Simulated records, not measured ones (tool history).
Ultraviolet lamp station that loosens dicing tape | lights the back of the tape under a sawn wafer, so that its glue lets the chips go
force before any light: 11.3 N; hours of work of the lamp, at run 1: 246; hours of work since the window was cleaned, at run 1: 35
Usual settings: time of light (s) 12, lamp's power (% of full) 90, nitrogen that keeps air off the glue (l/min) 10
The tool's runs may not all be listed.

run   hour  time of light (s)  lamp's power (% of full)  nitrogen that keeps air off the glue (l/min)  hours of work of the lamp  hours of work since the window was cleaned  force that peels the tape off (N)  light that reached the tape (mJ/cm2)
  1      0                 12                        90                                            10                        246                                          35                              0.405                                   390
  2    9.6                 12                        90                                            10                        251                                          40                              0.413                                   393
  3   18.6                 16                        90                                            10                        255                                          44                              0.204                                   525
  4     31                 16                        90                                            10                        261                                          50                              0.223                                   525
  5   38.8                 16                        90                                            10                        265                                          54                              0.219                                   517
  6   55.6                 16                        90                                            10                        273                                          62                              0.222                                   525
  7   65.6                 19                        82                                            10                        278                                          67                              0.191                                   567
  8   79.9                 19                        74                                             5                        285                                          74                              0.323                                   515
  9   92.5                 19                        88                                             5                        291                                          80                              0.215                                   612
 10    100                  7                        64                                            10                        294                                          83                              2.562                                   161
 11  114.1                  9                        87                                            10                        301                                          90                               0.88                                   283

4 ways to go on from here, each from the tool as it stands after run 11. What would each give?
  A  130.4                 10                        87                                            11                        309                                          98                                  ?                                     ?
  B  130.4                  9                        93                                            10                        309                                          98                                  ?                                     ?
  C  130.4                  7                        90                                            13                        309                                          98                                  ?                                     ?
  D  130.4                 12                        80                                             3                        309                                          98                                  ?                                     ?

run  force that peels the tape off (N)  light that reached the tape (mJ/cm2)
  A                               0.67                                   319
  B                               0.77                                   306
  C                              1.297                                   228
  D                              1.071                                   353
Without the tool's hidden state the same runs would have given:
run  force that peels the tape off (N)  light that reached the tape (mJ/cm2)
  A                              0.668                                   319
  B                              0.768                                   306
  C                              1.294                                   228
  D                              1.068                                   353

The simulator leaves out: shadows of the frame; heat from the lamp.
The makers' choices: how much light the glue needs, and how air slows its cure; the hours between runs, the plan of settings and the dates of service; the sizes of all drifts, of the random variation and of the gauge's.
